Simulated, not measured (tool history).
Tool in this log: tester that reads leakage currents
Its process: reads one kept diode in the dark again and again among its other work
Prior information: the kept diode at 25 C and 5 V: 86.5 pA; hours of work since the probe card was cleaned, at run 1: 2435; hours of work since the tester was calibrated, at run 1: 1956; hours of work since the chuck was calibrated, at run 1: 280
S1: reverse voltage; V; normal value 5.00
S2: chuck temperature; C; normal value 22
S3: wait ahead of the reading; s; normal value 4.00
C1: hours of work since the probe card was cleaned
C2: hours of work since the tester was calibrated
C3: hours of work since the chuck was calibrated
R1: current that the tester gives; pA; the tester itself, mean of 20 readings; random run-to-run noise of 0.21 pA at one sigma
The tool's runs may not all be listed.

run 1 hour=0.0 | S1=5.00 S2=22 S3=4.00 | C1=2435 C2=1956 C3=280 | R1=73.67
run 2 hour=64.9 | S1=5.00 S2=22 S3=4.00 | C1=2466 C2=1987 C3=311 | R1=73.83
run 3 hour=156.9 | S1=5.00 S2=22 S3=4.00 | C1=2510 C2=2031 C3=355 | R1=73.89
-- hour=253.8 probe card cleaned and baked
run 4 hour=269.1 | S1=5.00 S2=22 S3=4.00 | C1=7 C2=2083 C3=407 | R1=71.41
run 5 hour=314.1 | S1=5.00 S2=22 S3=4.00 | C1=29 C2=2105 C3=429 | R1=71.67
run 6 hour=392.8 | S1=5.00 S2=48 S3=4.00 | C1=67 C2=2142 C3=466 | R1=427.28
run 7 hour=463.7 | S1=5.00 S2=48 S3=4.00 | C1=101 C2=2176 C3=500 | R1=431.88
run 8 hour=563.5 | S1=5.00 S2=48 S3=4.00 | C1=148 C2=2224 C3=548 | R1=431.08
run 9 hour=631.3 | S1=5.00 S2=22 S3=4.00 | C1=181 C2=2257 C3=581 | R1=72.86
run 10 hour=720.8 | S1=5.00 S2=22 S3=4.00 | C1=224 C2=2300 C3=624 | R1=73.07
run 11 hour=794.2 | S1=5.00 S2=22 S3=4.00 | C1=259 C2=2335 C3=659 | R1=73.98
run 12 hour=851.9 | S1=5.00 S2=22 S3=4.00 | C1=287 C2=2362 C3=686 | R1=74.07
run 13 hour=948.1 | S1=5.00 S2=22 S3=4.00 | C1=333 C2=2408 C3=732 | R1=74.44
run 14 hour=993.5 | S1=5.00 S2=22 S3=4.00 | C1=354 C2=2430 C3=754 | R1=74.56
run 15 hour=1083.3 | S1=5.00 S2=22 S3=4.00 | C1=397 C2=2473 C3=797 | R1=74.95
run 16 hour=1172.9 | S1=5.00 S2=22 S3=4.00 | C1=440 C2=2516 C3=840 | R1=75.59
run 17 hour=1244.7 | S1=5.00 S2=22 S3=4.00 | C1=475 C2=2550 C3=874 | R1=75.80
run 18 hour=1290.1 | S1=5.00 S2=54 S3=4.00 | C1=496 C2=2572 C3=896 | R1=647.17
run 19 hour=1378.5 | S1=1.17 S2=47 S3=9.96 | C1=539 C2=2615 C3=939 | R1=201.00
run 20 hour=1462.2 | S1=5.00 S2=23 S3=1.83 | C1=579 C2=2655 C3=979 | R1=82.55
run 21 hour=1538.9 | S1=5.00 S2=23 S3=1.83 | C1=616 C2=2691 C3=1015 | R1=83.62
run 22 hour=1634.5 | S1=5.00 S2=23 S3=1.83 | C1=661 C2=2737 C3=1061 | R1=83.52
run 23 hour=1684.7 | S1=5.00 S2=23 S3=1.83 | C1=685 C2=2761 C3=1085 | R1=83.94
run 24 hour=1783.5 | S1=4.78 S2=21 S3=6.25 | C1=733 C2=2809 C3=1133 | R1=71.10
run 25 hour=1855.2 | S1=4.78 S2=21 S3=6.25 | C1=767 C2=2843 C3=1167 | R1=71.41
run 26 hour=1918.8 | S1=4.78 S2=21 S3=6.25 | C1=798 C2=2873 C3=1197 | R1=71.20
run 27 hour=2016.7 | S1=3.29 S2=26 S3=4.00 | C1=844 C2=2920 C3=1244 | R1=85.59
run 28 hour=2122.6 | S1=3.29 S2=26 S3=4.00 | C1=895 C2=2971 C3=1295 | R1=86.06
run 29 hour=2177.3 | S1=1.84 S2=48 S3=4.00 | C1=921 C2=2997 C3=1321 | R1=280.58
-- hour=2255.9 tester calibrated
run 30 hour=2270.6 | S1=1.84 S2=48 S3=4.00 | C1=965 C2=7 C3=1365 | R1=287.98
run 31 hour=2361.2 | S1=1.84 S2=48 S3=4.00 | C1=1009 C2=50 C3=1408 | R1=290.86
run 32 hour=2458.0 | S1=1.84 S2=48 S3=4.00 | C1=1055 C2=97 C3=1455 | R1=291.39
run 33 hour=2550.6 | S1=2.97 S2=35 S3=0.36 | C1=1099 C2=141 C3=1499 | R1=161.31
run 34 hour=2636.7 | S1=3.01 S2=22 S3=4.00 | C1=1141 C2=182 C3=1540 | R1=65.07
-- hour=2680.4 chuck's temperature calibrated
run 35 hour=2738.3 | S1=3.01 S2=38 S3=4.00 | C1=1188 C2=230 C3=28 | R1=168.17

Here are 5 independent what-if runs from the current tool condition. What would each one return?
run A hour=2848.8 | S1=3.01 S2=22 S3=4.00 | C1=1241 C2=283 C3=81 | R1=?
run B hour=2848.8 | S1=1.20 S2=41 S3=4.00 | C1=1241 C2=283 C3=81 | R1=?
run C hour=2848.8 | S1=6.95 S2=38 S3=4.00 | C1=1241 C2=283 C3=81 | R1=?
run D hour=2848.8 | S1=1.86 S2=45 S3=7.05 | C1=1241 C2=283 C3=81 | R1=?
run E hour=2848.8 | S1=5.00 S2=40 S3=4.00 | C1=1241 C2=283 C3=81 | R1=?

run=A R1=54.77
run=B R1=129.53
run=C R1=258.87
run=D R1=209.57
run=E R1=249.30
Stripped of hidden state, with their random variation kept, the same runs would have yielded:
run=A R1=53.85
run=B R1=129.24
run=C R1=256.85
run=D R1=209.13
run=E R1=247.89
